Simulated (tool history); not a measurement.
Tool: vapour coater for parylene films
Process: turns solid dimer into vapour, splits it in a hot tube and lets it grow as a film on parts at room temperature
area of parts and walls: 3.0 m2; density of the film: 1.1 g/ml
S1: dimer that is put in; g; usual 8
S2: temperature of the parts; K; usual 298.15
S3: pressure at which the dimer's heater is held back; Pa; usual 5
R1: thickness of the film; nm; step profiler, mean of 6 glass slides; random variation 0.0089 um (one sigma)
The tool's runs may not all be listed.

{"run": 1, "hour": 0.0, "S1": 8, "S2": 298.15, "S3": 5, "R1": 1496}
{"run": 2, "hour": 12.0, "S1": 8, "S2": 298.15, "S3": 5, "R1": 1479}
{"run": 3, "hour": 28.8, "S1": 8, "S2": 298.15, "S3": 5, "R1": 1507}
{"run": 4, "hour": 45.8, "S1": 8, "S2": 298.15, "S3": 5, "R1": 1490}
{"run": 5, "hour": 58.9, "S1": 8, "S2": 298.15, "S3": 5, "R1": 1481}
{"hour": 77.9, "done": "trap's valve overhauled"}
{"run": 6, "hour": 78.7, "S1": 8, "S2": 303.15, "S3": 5, "R1": 1313}
{"run": 7, "hour": 92.1, "S1": 8, "S2": 303.15, "S3": 5, "R1": 1320}
{"run": 8, "hour": 102.3, "S1": 8, "S2": 309.15, "S3": 10.85, "R1": 987}
{"run": 9, "hour": 125.5, "S1": 8, "S2": 309.15, "S3": 10.85, "R1": 968}
{"run": 10, "hour": 142.5, "S1": 4, "S2": 309.15, "S3": 4.34, "R1": 608}
{"run": 11, "hour": 161.9, "S1": 13, "S2": 292.15, "S3": 5, "R1": 2773}

Forecast each of these 3 alternatives for the next run:
{"run": "A", "hour": 173.3, "S1": 9, "S2": 297.15, "S3": 10.35, "R1": "?"}
{"run": "B", "hour": 173.3, "S1": 5, "S2": 305.15, "S3": 7.51, "R1": "?"}
{"run": "C", "hour": 173.3, "S1": 6, "S2": 292.15, "S3": 5, "R1": "?"}

run=A R1=1431
run=B R1=728
run=C R1=1266
Without the tool's hidden state the same runs would have given:
run=A R1=1452
run=B R1=738
run=C R1=1285
